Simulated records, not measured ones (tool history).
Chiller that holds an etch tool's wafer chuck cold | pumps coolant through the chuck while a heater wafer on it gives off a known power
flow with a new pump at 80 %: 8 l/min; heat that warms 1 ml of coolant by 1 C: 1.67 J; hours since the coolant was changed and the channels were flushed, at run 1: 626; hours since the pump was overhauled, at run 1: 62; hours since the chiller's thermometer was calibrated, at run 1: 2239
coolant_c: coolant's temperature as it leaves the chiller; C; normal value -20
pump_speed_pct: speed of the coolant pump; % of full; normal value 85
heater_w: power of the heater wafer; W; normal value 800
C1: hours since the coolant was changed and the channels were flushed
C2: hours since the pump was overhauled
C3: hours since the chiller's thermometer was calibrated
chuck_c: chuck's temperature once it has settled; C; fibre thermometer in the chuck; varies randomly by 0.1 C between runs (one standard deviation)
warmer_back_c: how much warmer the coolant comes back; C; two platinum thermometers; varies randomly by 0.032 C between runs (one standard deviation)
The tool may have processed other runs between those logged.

{"run": 1, "hour": 0.0, "coolant_c": -20, "pump_speed_pct": 85, "heater_w": 800, "C1": 626, "C2": 62, "C3": 2239, "chuck_c": -11.7, "warmer_back_c": 3.35}
{"run": 2, "hour": 54.1, "coolant_c": -20, "pump_speed_pct": 85, "heater_w": 800, "C1": 680, "C2": 116, "C3": 2293, "chuck_c": -11.8, "warmer_back_c": 3.39}
{"run": 3, "hour": 123.7, "coolant_c": -20, "pump_speed_pct": 85, "heater_w": 800, "C1": 750, "C2": 186, "C3": 2362, "chuck_c": -11.7, "warmer_back_c": 3.33}
{"run": 4, "hour": 203.0, "coolant_c": -20, "pump_speed_pct": 85, "heater_w": 800, "C1": 829, "C2": 265, "C3": 2442, "chuck_c": -11.9, "warmer_back_c": 3.35}
{"run": 5, "hour": 274.0, "coolant_c": -18, "pump_speed_pct": 85, "heater_w": 800, "C1": 900, "C2": 336, "C3": 2512, "chuck_c": -9.8, "warmer_back_c": 3.29}
{"run": 6, "hour": 335.2, "coolant_c": -18, "pump_speed_pct": 85, "heater_w": 800, "C1": 961, "C2": 397, "C3": 2574, "chuck_c": -9.8, "warmer_back_c": 3.31}
{"run": 7, "hour": 390.9, "coolant_c": -20, "pump_speed_pct": 78, "heater_w": 800, "C1": 1017, "C2": 453, "C3": 2629, "chuck_c": -11.2, "warmer_back_c": 3.58}
{"run": 8, "hour": 451.6, "coolant_c": -20, "pump_speed_pct": 85, "heater_w": 800, "C1": 1078, "C2": 514, "C3": 2690, "chuck_c": -11.7, "warmer_back_c": 3.3}
{"run": 9, "hour": 498.6, "coolant_c": -20, "pump_speed_pct": 85, "heater_w": 800, "C1": 1125, "C2": 561, "C3": 2737, "chuck_c": -11.7, "warmer_back_c": 3.27}
{"run": 10, "hour": 540.9, "coolant_c": -20, "pump_speed_pct": 85, "heater_w": 800, "C1": 1167, "C2": 603, "C3": 2779, "chuck_c": -11.9, "warmer_back_c": 3.27}
{"run": 11, "hour": 577.6, "coolant_c": -25, "pump_speed_pct": 85, "heater_w": 800, "C1": 1204, "C2": 640, "C3": 2816, "chuck_c": -17.0, "warmer_back_c": 3.29}
{"run": 12, "hour": 660.8, "coolant_c": -25, "pump_speed_pct": 85, "heater_w": 800, "C1": 1287, "C2": 723, "C3": 2899, "chuck_c": -16.9, "warmer_back_c": 3.33}
{"run": 13, "hour": 701.0, "coolant_c": -25, "pump_speed_pct": 85, "heater_w": 800, "C1": 1327, "C2": 763, "C3": 2939, "chuck_c": -16.9, "warmer_back_c": 3.29}
{"run": 14, "hour": 752.0, "coolant_c": -25, "pump_speed_pct": 85, "heater_w": 800, "C1": 1378, "C2": 814, "C3": 2990, "chuck_c": -16.8, "warmer_back_c": 3.3}
{"run": 15, "hour": 835.0, "coolant_c": -25, "pump_speed_pct": 85, "heater_w": 800, "C1": 1461, "C2": 897, "C3": 3074, "chuck_c": -16.9, "warmer_back_c": 3.24}
{"run": 16, "hour": 898.3, "coolant_c": -25, "pump_speed_pct": 85, "heater_w": 800, "C1": 1524, "C2": 960, "C3": 3137, "chuck_c": -16.8, "warmer_back_c": 3.23}
{"run": 17, "hour": 953.1, "coolant_c": -28, "pump_speed_pct": 90, "heater_w": 800, "C1": 1579, "C2": 1015, "C3": 3192, "chuck_c": -20.2, "warmer_back_c": 3.09}
{"run": 18, "hour": 1026.9, "coolant_c": -28, "pump_speed_pct": 72, "heater_w": 970, "C1": 1653, "C2": 1089, "C3": 3265, "chuck_c": -16.5, "warmer_back_c": 4.69}
{"run": 19, "hour": 1079.8, "coolant_c": -20, "pump_speed_pct": 61, "heater_w": 800, "C1": 1706, "C2": 1142, "C3": 3318, "chuck_c": -9.3, "warmer_back_c": 4.65}

For run 20, what comes out?
{"run": 20, "hour": 1147.8, "coolant_c": -20, "pump_speed_pct": 62, "heater_w": 959, "C1": 1774, "C2": 1210, "C3": 3386, "chuck_c": "?", "warmer_back_c": "?"}

{"run 20": {"chuck_c": -7.2, "warmer_back_c": 5.46}}
Take away the tool's hidden state, keep the run-to-run variation as it was, and the same run would have given chuck_c -7.2 C, warmer_back_c 5.62 C.
